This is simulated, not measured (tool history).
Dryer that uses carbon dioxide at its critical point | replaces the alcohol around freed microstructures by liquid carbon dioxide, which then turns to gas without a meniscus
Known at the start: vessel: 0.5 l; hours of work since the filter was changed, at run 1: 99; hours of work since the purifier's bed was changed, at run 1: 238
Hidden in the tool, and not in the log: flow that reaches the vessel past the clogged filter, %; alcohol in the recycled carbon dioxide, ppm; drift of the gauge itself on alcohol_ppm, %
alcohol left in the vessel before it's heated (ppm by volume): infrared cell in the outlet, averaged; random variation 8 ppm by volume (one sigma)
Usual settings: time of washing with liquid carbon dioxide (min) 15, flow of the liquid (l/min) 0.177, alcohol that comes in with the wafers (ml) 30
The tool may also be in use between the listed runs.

run   hour  time of washing with liquid carbon dioxide (min)  flow of the liquid (l/min)  alcohol that comes in with the wafers (ml)  hours of work since the filter was changed  hours of work since the purifier's bed was changed  alcohol left in the vessel before it's heated (ppm by volume)
  1    0.0                                                15                       0.177                                          30                                          99                                                 238                                                            620
  2   11.8                                                15                       0.177                                          30                                         106                                                 245                                                            659
  3   27.8                                                15                       0.177                                          30                                         116                                                 254                                                            668
  4   37.2                                                15                       0.177                                          57                                         121                                                 260                                                           1251
  5   47.9                                                15                       0.177                                          28                                         128                                                 266                                                            658
  6   61.6                                                15                       0.177                                          28                                         136                                                 274                                                            676
  7   75.9                                                15                       0.177                                          28                                         144                                                 283                                                            672
  8   86.9                                                15                       0.177                                          28                                         151                                                 289                                                            707
  9   96.5                                                15                       0.177                                          28                                         156                                                 295                                                            721
 10  108.0                                                15                       0.169                                          28                                         163                                                 302                                                            908
 11  118.6                                                15                       0.169                                          28                                         170                                                 308                                                            888
 12  131.1                                                15                       0.169                                          28                                         177                                                 316                                                            950
 13  143.1                                                15                       0.169                                          28                                         184                                                 323                                                            948
 14  155.1                                                15                       0.177                                          30                                         191                                                 330                                                            898
 15  167.1                                                18                       0.120                                          30                                         198                                                 337                                                           1860
 16  176.3                                                24                       0.293                                          50                                         204                                                 342                                                             48

Run 17 comes next. What will it give?
 17  185.4                                                14                       0.158                                          96                                         209                                                 348                                                              ?

{"run 17": {"alcohol left in the vessel before it's heated (ppm by volume)": 5643}}
Without the tool's hidden state the same run would have given alcohol left in the vessel before it's heated (ppm by volume) 2949.
